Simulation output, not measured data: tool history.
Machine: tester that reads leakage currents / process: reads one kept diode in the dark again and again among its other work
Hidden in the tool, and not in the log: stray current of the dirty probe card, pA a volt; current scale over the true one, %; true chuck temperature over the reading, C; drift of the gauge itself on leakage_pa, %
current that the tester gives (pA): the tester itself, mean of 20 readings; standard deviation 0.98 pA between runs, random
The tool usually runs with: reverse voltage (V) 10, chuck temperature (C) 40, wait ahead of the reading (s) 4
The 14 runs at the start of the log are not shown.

run,hour,reverse voltage (V),chuck temperature (C),wait ahead of the reading (s),hours of work since the probe card was cleaned,hours of work since the tester was calibrated,hours of work since the chuck was calibrated,current that the tester gives (pA)
15,824.2,10,27,4,2190,1806,474,108.73
16,907.1,18.3,40,4,2243,1858,526,413.56
17,980.3,18.3,40,4,2289,1904,573,413.93
18,1019.3,18.3,40,4,2314,1929,597,412.26
19,1072.3,6.4,44,1.49,2347,1963,631,382.64
# hour 1081.5: chuck's temperature calibrated
20,1154,1.1,44,0.59,2398,2013,46,194.2
21,1206.3,1.1,44,3.02,2431,2046,79,193.09
22,1294.8,1.1,44,3.02,2487,2102,135,193.94
23,1343.5,1.1,44,3.02,2517,2133,166,194.21
24,1419.2,1.1,44,3.02,2565,2181,214,193.12
25,1457.2,10,20,0.39,2589,2205,238,65.16
26,1495.1,10,20,0.39,2613,2229,262,65.33
27,1566.9,10,20,0.39,2659,2274,307,65.37
28,1640.9,10,32,8.31,2706,2321,354,167.66
29,1720.5,5.7,44,0.49,2756,2371,404,367.14
30,1780.1,5.7,44,0.49,2794,2409,442,366.27
31,1849.6,8,29,0.81,2838,2453,486,121.47
32,1915.5,8,29,0.81,2879,2495,528,122.09
33,1965.9,14.9,23,0.41,2911,2527,560,99.35
34,2030.8,2,23,1.51,2952,2568,601,41.21

Forecast each of these 5 alternatives for the next run:
# hour 2037.9: probe card cleaned and baked
# hour 2093.8: chuck's temperature calibrated
A,2095.8,2,34,0.36,35,2606,1,?
# hour 2037.9: probe card cleaned and baked
# hour 2093.8: chuck's temperature calibrated
B,2095.8,1.2,37,8.35,35,2606,1,?
# hour 2037.9: probe card cleaned and baked
# hour 2093.8: chuck's temperature calibrated
C,2095.8,2,23,6.9,35,2606,1,?
# hour 2037.9: probe card cleaned and baked
# hour 2093.8: chuck's temperature calibrated
D,2095.8,6.5,39,7.12,35,2606,1,?
# hour 2037.9: probe card cleaned and baked
# hour 2093.8: chuck's temperature calibrated
E,2095.8,5.8,23,8.69,35,2606,1,?

run,current that the tester gives (pA)
A,109.25
B,113.37
C,40.78
D,256.06
E,61.54
Stripped of hidden state, with their random variation kept, the same runs would have yielded:
run,current that the tester gives (pA)
A,109.25
B,113.37
C,40.78
D,256.07
E,61.54
